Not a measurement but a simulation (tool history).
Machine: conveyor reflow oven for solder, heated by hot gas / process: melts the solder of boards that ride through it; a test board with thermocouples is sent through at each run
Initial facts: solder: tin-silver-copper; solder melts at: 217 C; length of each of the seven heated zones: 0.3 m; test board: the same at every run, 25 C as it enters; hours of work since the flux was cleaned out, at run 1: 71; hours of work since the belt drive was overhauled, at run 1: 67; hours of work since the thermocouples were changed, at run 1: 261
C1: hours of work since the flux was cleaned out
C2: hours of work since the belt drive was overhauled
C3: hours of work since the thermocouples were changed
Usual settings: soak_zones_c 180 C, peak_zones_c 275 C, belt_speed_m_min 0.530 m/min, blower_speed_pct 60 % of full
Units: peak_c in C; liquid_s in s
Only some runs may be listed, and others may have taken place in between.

run 1 day=0.000 | soak_zones_c=180 peak_zones_c=275 belt_speed_m_min=0.530 blower_speed_pct=60 | C1=71 C2=67 C3=261 | peak_c=255.2 liquid_s=53.3
run 2 day=0.362 | soak_zones_c=180 peak_zones_c=275 belt_speed_m_min=0.530 blower_speed_pct=60 | C1=76 C2=72 C3=266 | peak_c=255.9 liquid_s=53.5
run 3 day=0.850 | soak_zones_c=180 peak_zones_c=275 belt_speed_m_min=0.638 blower_speed_pct=60 | C1=82 C2=79 C3=273 | peak_c=247.9 liquid_s=38.8
run 4 day=1.242 | soak_zones_c=174 peak_zones_c=275 belt_speed_m_min=0.530 blower_speed_pct=60 | C1=87 C2=84 C3=278 | peak_c=254.0 liquid_s=50.6
run 5 day=1.608 | soak_zones_c=174 peak_zones_c=275 belt_speed_m_min=0.530 blower_speed_pct=60 | C1=92 C2=89 C3=283 | peak_c=254.3 liquid_s=50.6
run 6 day=2.271 | soak_zones_c=180 peak_zones_c=275 belt_speed_m_min=0.530 blower_speed_pct=60 | C1=101 C2=98 C3=292 | peak_c=254.8 liquid_s=53.0
run 7 day=3.075 | soak_zones_c=180 peak_zones_c=275 belt_speed_m_min=0.530 blower_speed_pct=60 | C1=112 C2=109 C3=303 | peak_c=255.3 liquid_s=53.2
run 8 day=3.512 | soak_zones_c=180 peak_zones_c=275 belt_speed_m_min=0.530 blower_speed_pct=60 | C1=118 C2=115 C3=309 | peak_c=255.1 liquid_s=53.2
run 9 day=4.100 | soak_zones_c=180 peak_zones_c=275 belt_speed_m_min=0.530 blower_speed_pct=60 | C1=126 C2=123 C3=317 | peak_c=254.7 liquid_s=53.0
run 10 day=4.483 | soak_zones_c=180 peak_zones_c=275 belt_speed_m_min=0.530 blower_speed_pct=60 | C1=131 C2=128 C3=322 | peak_c=255.4 liquid_s=53.2
run 11 day=5.133 | soak_zones_c=180 peak_zones_c=275 belt_speed_m_min=0.530 blower_speed_pct=60 | C1=140 C2=137 C3=331 | peak_c=255.1 liquid_s=53.2
run 12 day=5.571 | soak_zones_c=180 peak_zones_c=275 belt_speed_m_min=0.530 blower_speed_pct=60 | C1=146 C2=143 C3=337 | peak_c=255.1 liquid_s=53.4
run 13 day=6.283 | soak_zones_c=180 peak_zones_c=275 belt_speed_m_min=0.530 blower_speed_pct=60 | C1=156 C2=152 C3=347 | peak_c=255.0 liquid_s=53.9
run 14 day=7.075 | soak_zones_c=180 peak_zones_c=275 belt_speed_m_min=0.504 blower_speed_pct=60 | C1=166 C2=163 C3=357 | peak_c=256.4 liquid_s=57.0
-- day=7.317 belt drive overhauled, speed set with a stopwatch
run 15 day=7.579 | soak_zones_c=180 peak_zones_c=275 belt_speed_m_min=0.504 blower_speed_pct=60 | C1=171 C2=4 C3=362 | peak_c=257.1 liquid_s=57.5
run 16 day=8.171 | soak_zones_c=180 peak_zones_c=288 belt_speed_m_min=0.504 blower_speed_pct=60 | C1=179 C2=12 C3=370 | peak_c=268.1 liquid_s=63.5
run 17 day=8.833 | soak_zones_c=175 peak_zones_c=288 belt_speed_m_min=0.504 blower_speed_pct=60 | C1=188 C2=21 C3=379 | peak_c=266.8 liquid_s=61.4
run 18 day=9.592 | soak_zones_c=175 peak_zones_c=288 belt_speed_m_min=0.504 blower_speed_pct=60 | C1=198 C2=31 C3=389 | peak_c=266.1 liquid_s=61.4
run 19 day=10.208 | soak_zones_c=175 peak_zones_c=288 belt_speed_m_min=0.504 blower_speed_pct=60 | C1=206 C2=39 C3=397 | peak_c=267.1 liquid_s=61.1
-- day=10.642 belt drive overhauled, speed set with a stopwatch, once more
run 20 day=10.704 | soak_zones_c=194 peak_zones_c=265 belt_speed_m_min=0.516 blower_speed_pct=60 | C1=211 C2=1 C3=402 | peak_c=250.6 liquid_s=58.0
run 21 day=11.471 | soak_zones_c=190 peak_zones_c=275 belt_speed_m_min=0.530 blower_speed_pct=60 | C1=221 C2=11 C3=412 | peak_c=256.3 liquid_s=58.5
run 22 day=12.267 | soak_zones_c=190 peak_zones_c=282 belt_speed_m_min=0.530 blower_speed_pct=60 | C1=232 C2=22 C3=423 | peak_c=262.9 liquid_s=61.3
run 23 day=12.596 | soak_zones_c=180 peak_zones_c=283 belt_speed_m_min=0.554 blower_speed_pct=70 | C1=237 C2=26 C3=427 | peak_c=262.4 liquid_s=55.5
run 24 day=13.254 | soak_zones_c=190 peak_zones_c=284 belt_speed_m_min=0.551 blower_speed_pct=61 | C1=245 C2=35 C3=436 | peak_c=263.2 liquid_s=58.7
run 25 day=13.612 | soak_zones_c=190 peak_zones_c=284 belt_speed_m_min=0.551 blower_speed_pct=61 | C1=250 C2=40 C3=441 | peak_c=263.0 liquid_s=58.8
run 26 day=14.062 | soak_zones_c=189 peak_zones_c=282 belt_speed_m_min=0.495 blower_speed_pct=80 | C1=256 C2=46 C3=447 | peak_c=269.1 liquid_s=69.2
run 27 day=14.450 | soak_zones_c=189 peak_zones_c=282 belt_speed_m_min=0.536 blower_speed_pct=80 | C1=262 C2=52 C3=452 | peak_c=266.9 liquid_s=62.6
-- day=15.004 flux residue cleaned out of gas plates and filters
run 28 day=15.004 | soak_zones_c=188 peak_zones_c=275 belt_speed_m_min=0.530 blower_speed_pct=60 | C1=0 C2=56 C3=457 | peak_c=258.1 liquid_s=58.8
run 29 day=15.712 | soak_zones_c=188 peak_zones_c=275 belt_speed_m_min=0.530 blower_speed_pct=60 | C1=10 C2=66 C3=467 | peak_c=257.3 liquid_s=58.1
run 30 day=16.346 | soak_zones_c=165 peak_zones_c=275 belt_speed_m_min=0.603 blower_speed_pct=60 | C1=18 C2=74 C3=475 | peak_c=246.9 liquid_s=37.1

For some of the steps in peak_c from one run to the next: how much would appear even if the tool had no hidden state, given the settings, what came in and random variation, and how much remains for the hidden state plus any gauge scatter that the measured result and the result without hidden state don't share?
Hidden state at play: heat that the gas passes to the board, % of a clean oven's; belt's true speed, % of the reading; true gas temperature in zones 6 and 7 over the reading, C; drift of the gauge itself on peak_c, C; drift of the gauge itself on liquid_s, %.
Run 15 -> 16: peak_zones_c 275 -> 288. peak_c +11.0 C: hidden state -0.1, all else +11.1.
Run 19 -> 20: soak_zones_c 175 -> 194, peak_zones_c 288 -> 265, belt_speed_m_min 0.504 -> 0.516, belt drive overhauled, speed set with a stopwatch, once more. peak_c -16.5 C: hidden state +0.4, all else -16.9.
Run 20 -> 21: soak_zones_c 194 -> 190, peak_zones_c 265 -> 275, belt_speed_m_min 0.516 -> 0.530. peak_c +5.7 C: hidden state -0.3, all else +6.0.
Run 27 -> 28: soak_zones_c 189 -> 188, peak_zones_c 282 -> 275, belt_speed_m_min 0.536 -> 0.530, blower_speed_pct 80 -> 60, flux residue cleaned out of gas plates and filters. peak_c -8.8 C: hidden state +2.2, all else -11.0.
Run 29 -> 30: soak_zones_c 188 -> 165, belt_speed_m_min 0.530 -> 0.603. peak_c -10.4 C: hidden state +0.0, all else -10.4.
